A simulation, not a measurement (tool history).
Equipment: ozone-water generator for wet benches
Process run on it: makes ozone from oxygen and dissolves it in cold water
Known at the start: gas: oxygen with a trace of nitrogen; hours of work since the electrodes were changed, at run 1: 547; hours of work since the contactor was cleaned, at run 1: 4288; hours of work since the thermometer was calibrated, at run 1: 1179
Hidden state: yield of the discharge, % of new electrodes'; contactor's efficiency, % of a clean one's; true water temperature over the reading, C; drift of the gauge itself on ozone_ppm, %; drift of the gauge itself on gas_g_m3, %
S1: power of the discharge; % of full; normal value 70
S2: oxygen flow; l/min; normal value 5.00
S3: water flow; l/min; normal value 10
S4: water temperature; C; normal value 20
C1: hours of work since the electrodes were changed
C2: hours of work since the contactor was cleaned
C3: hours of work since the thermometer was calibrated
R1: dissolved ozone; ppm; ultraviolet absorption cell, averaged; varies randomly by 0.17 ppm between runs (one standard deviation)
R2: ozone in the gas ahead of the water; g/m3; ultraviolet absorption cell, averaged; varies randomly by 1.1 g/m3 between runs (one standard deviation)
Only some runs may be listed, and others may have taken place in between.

run,hour,S1,S2,S3,S4,C1,C2,C3,R1,R2
1,0.0,70,5.00,10,20,547,4288,1179,21.1,185.0
2,20.8,70,5.00,10,20,562,4303,1194,20.8,183.1
3,42.4,70,5.00,10,20,578,4319,1210,21.0,185.1
4,71.9,70,5.00,10,18,600,4341,1231,21.8,182.7
5,101.0,55,5.00,10,18,621,4362,1253,18.7,155.1
6,126.3,55,5.00,10,18,640,4381,1271,18.8,154.7
7,153.8,70,5.00,10,20,660,4401,1291,21.1,182.7
8,167.5,70,5.00,10,20,670,4411,1301,20.8,184.0
9,183.1,70,5.00,10,20,681,4422,1313,21.2,180.7
10,202.6,70,5.00,10,20,695,4436,1327,20.9,183.5
11,215.6,70,5.00,10,20,705,4446,1337,21.1,183.2
12,245.1,70,5.00,10,20,726,4467,1358,21.2,185.1
13,259.2,70,5.00,10,20,737,4478,1368,21.0,185.1
14,290.6,70,5.00,15,20,760,4501,1391,15.5,182.6
15,315.0,70,5.00,9,20,777,4518,1409,22.8,183.6
16,334.4,79,5.00,9,20,792,4533,1423,24.5,200.5
17,348.8,70,5.00,7,20,802,4543,1434,26.8,182.9
18,375.4,62,5.49,7,20,822,4563,1453,23.6,158.9
19,399.9,67,5.24,13,26,840,4581,1471,14.6,171.9
20,429.4,67,5.24,13,26,861,4602,1493,14.7,172.8
21,456.1,70,6.30,10,19,881,4622,1512,19.9,159.6
22,483.0,70,4.67,10,21,900,4641,1532,20.9,189.8
23,508.0,85,3.86,8,14,919,4660,1550,33.0,244.3
24,524.3,70,3.17,11,13,930,4671,1562,23.1,240.2
25,537.8,90,2.91,10,20,940,4681,1572,27.0,300.3
26,565.6,70,7.90,10,17,961,4702,1592,19.7,137.9
27,588.1,70,7.90,10,17,977,4718,1609,19.7,138.4
28,608.3,70,7.90,10,17,992,4733,1624,19.6,138.4

3 options for the next run, each taken on its own from the tool as it stands now. Forecast them:
A,636.5,70,5.69,10,20,1012,4754,1644,?,?
B,636.5,48,7.90,10,18,1012,4754,1644,?,?
C,636.5,42,3.67,10,23,1012,4754,1644,?,?

run,R1,R2
A,20.1,168.5
B,15.0,106.6
C,14.9,155.3
Had the tool no hidden state, the same runs would have come out as:
run,R1,R2
A,21.5,171.2
B,16.0,107.9
C,15.8,156.9
